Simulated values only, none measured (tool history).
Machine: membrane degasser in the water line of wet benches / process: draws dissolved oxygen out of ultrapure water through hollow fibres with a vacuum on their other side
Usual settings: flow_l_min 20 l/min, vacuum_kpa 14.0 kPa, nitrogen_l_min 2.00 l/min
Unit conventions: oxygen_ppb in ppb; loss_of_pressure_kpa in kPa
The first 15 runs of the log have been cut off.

| run | hour | flow_l_min | vacuum_kpa | nitrogen_l_min | oxygen_ppb | loss_of_pressure_kpa |
|---|---|---|---|---|---|---|
| 16 | 535.6 | 20 | 14.0 | 1.14 | 429.9 | 57.57 |
| 17 | 564.9 | 20 | 24.3 | 1.70 | 565.0 | 57.56 |
| 18 | 613.0 | 25 | 12.9 | 1.03 | 530.6 | 72.53 |
| 19 | 650.0 | 22 | 13.9 | 2.67 | 238.2 | 63.50 |
| 20 | 696.7 | 28 | 14.5 | 3.97 | 270.1 | 80.44 |
| 21 | 730.8 | 20 | 14.0 | 3.94 | 148.9 | 57.44 |
| 22 | 778.7 | 26 | 11.4 | 1.50 | 369.6 | 74.11 |
| 23 | 814.7 | 15 | 32.7 | 1.36 | 711.8 | 42.80 |
| 24 | 838.0 | 16 | 11.5 | 1.36 | 226.6 | 45.71 |
| 25 | 880.3 | 14 | 14.0 | 2.00 | 182.4 | 40.13 |
| 26 | 903.6 | 14 | 14.0 | 2.00 | 177.8 | 39.88 |
| 27 | 951.9 | 14 | 10.0 | 1.73 | 131.9 | 40.09 |
| 28 | 983.7 | 13 | 15.6 | 1.73 | 224.3 | 37.07 |
|  | 1027.1 | gauge calibrated |
| 29 | 1027.1 | 18 | 18.2 | 3.41 | 199.6 | 52.98 |
| 30 | 1055.8 | 13 | 9.4 | 2.24 | 87.7 | 37.84 |
| 31 | 1096.4 | 13 | 25.6 | 1.78 | 379.9 | 38.04 |
| 32 | 1125.4 | 25 | 16.3 | 1.78 | 449.4 | 72.54 |

4 ways to go on from here, each from the tool as it stands after run 32. What would each give?
| A | 1160.3 | 19 | 34.2 | 2.00 | ? | ? |
| B | 1160.3 | 17 | 34.5 | 1.78 | ? | ? |
| C | 1160.3 | 24 | 34.1 | 4.85 | ? | ? |
| D | 1160.3 | 14 | 14.0 | 5.61 | ? | ? |

| run | oxygen_ppb | loss_of_pressure_kpa |
|---|---|---|
| A | 665.6 | 55.32 |
| B | 671.7 | 49.77 |
| C | 399.5 | 70.31 |
| D | 68.7 | 40.61 |
The same runs, with their run-to-run variation unchanged, on a tool lacking any hidden condition would have given:
| run | oxygen_ppb | loss_of_pressure_kpa |
|---|---|---|
| A | 665.5 | 55.51 |
| B | 671.5 | 49.93 |
| C | 399.4 | 70.54 |
| D | 68.7 | 40.74 |
